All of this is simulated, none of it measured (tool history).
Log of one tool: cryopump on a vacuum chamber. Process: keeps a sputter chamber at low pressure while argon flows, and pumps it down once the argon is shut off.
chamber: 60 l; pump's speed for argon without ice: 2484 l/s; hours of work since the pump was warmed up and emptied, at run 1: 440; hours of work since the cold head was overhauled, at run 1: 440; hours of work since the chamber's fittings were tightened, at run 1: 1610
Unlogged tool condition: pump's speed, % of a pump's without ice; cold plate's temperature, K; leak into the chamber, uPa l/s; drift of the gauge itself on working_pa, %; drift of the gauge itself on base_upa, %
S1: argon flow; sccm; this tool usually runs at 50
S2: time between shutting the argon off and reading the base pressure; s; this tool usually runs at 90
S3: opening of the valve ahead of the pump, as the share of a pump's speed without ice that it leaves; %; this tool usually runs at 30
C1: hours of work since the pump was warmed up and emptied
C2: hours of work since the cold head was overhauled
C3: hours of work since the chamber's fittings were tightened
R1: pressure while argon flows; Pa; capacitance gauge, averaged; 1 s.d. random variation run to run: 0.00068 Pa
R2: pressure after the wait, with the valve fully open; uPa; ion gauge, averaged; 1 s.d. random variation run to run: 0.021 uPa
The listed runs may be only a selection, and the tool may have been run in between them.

run   hour  S1   S2  S3   C1   C2    C3      R1    R2
  1    0.0  50   90  30  440  440  1610  0.1198  1.08
  2   10.8  50   90  25  447  447  1617  0.1409  1.09
  3   35.1  50   90  25  463  463  1633  0.1417  1.10
  4   46.6  50   90  25  470  470  1640  0.1415  1.06
  5   57.2  50   90  30  477  477  1647  0.1198  1.11
  6   67.8  50   90  30  484  484  1654  0.1201  1.10
  7   88.9  50   90  30  498  498  1668  0.1197  1.11
  8  111.7  32   90  30  513  513  1683  0.0763  1.13
  9  134.9  32   90  15  528  528  1698  0.1514  1.11
 10  158.8  50   90  18  543  543  1713  0.1965  1.18
 11  178.1  50   90  18  556  556  1726  0.1956  1.16
 12  193.4  50   90  18  566  566  1736  0.1943  1.12
 13  214.3  50   71  30  579  579  1749  0.1195  1.25
 14  227.6  50   90  30  588  588  1758  0.1208  1.18
 15  239.0  50   90  30  595  595  1765  0.1224  1.17
 16  257.3  50   90  30  607  607  1777  0.1222  1.19
 17  274.5  50  141  30  618  618  1788  0.1206  1.13
 18  292.9  50  141  30  630  630  1800  0.1222  1.14
 19  303.4  50  141  30  637  637  1807  0.1215  1.11
 20  318.2  50  141  30  646  646  1816  0.1216  1.17
 21  339.6  50  141  30  660  660  1830  0.1226  1.16
 22  357.5  50  141  30  672  672  1842  0.1213  1.17
 23  373.0  50  141  30  682  682  1852  0.1223  1.14
 24  391.6  21  212  26  694  694  1864  0.0584  1.10
 25  413.1  21  212  26  708  708  1878  0.0597  1.17
 26  433.0  25  217  24  721  721  1891  0.0754  1.15
 27  455.7  25  217  24  736  736  1906  0.0752  1.12
 28  466.4  34   65  23  743  743  1913  0.1068  1.39
 29  477.3  45   90  26  750  750  1920  0.1265  1.33
 30  489.3  84   86  30  757  757  1927  0.2080  1.30
 31  512.4  92   90  40  772  772  1942  0.1747  1.31
 32  534.2  92   90  40  787  787  1957  0.1748  1.33

Hidden state or all else? Some run-to-run changes of R1, split into what the settings, what came in and random variation would give without the hidden state, and what is left for the hidden state (with any gauge scatter that isn't in both results):
Run 8 -> 9: S3 30 -> 15. R1 +0.0751 Pa: hidden state +0.0002, all else +0.0749.
Run 9 -> 10: S1 32 -> 50, S3 15 -> 18. R1 +0.0451 Pa: hidden state +0.0025, all else +0.0426.
Run 12 -> 13: S2 90 -> 71, S3 18 -> 30. R1 -0.0748 Pa: hidden state +0.0001, all else -0.0749.
Run 23 -> 24: S1 50 -> 21, S2 141 -> 212, S3 30 -> 26. R1 -0.0639 Pa: hidden state -0.0049, all else -0.0590.
Run 29 -> 30: S1 45 -> 84, S2 90 -> 86, S3 26 -> 30. R1 +0.0815 Pa: hidden state +0.0077, all else +0.0738.
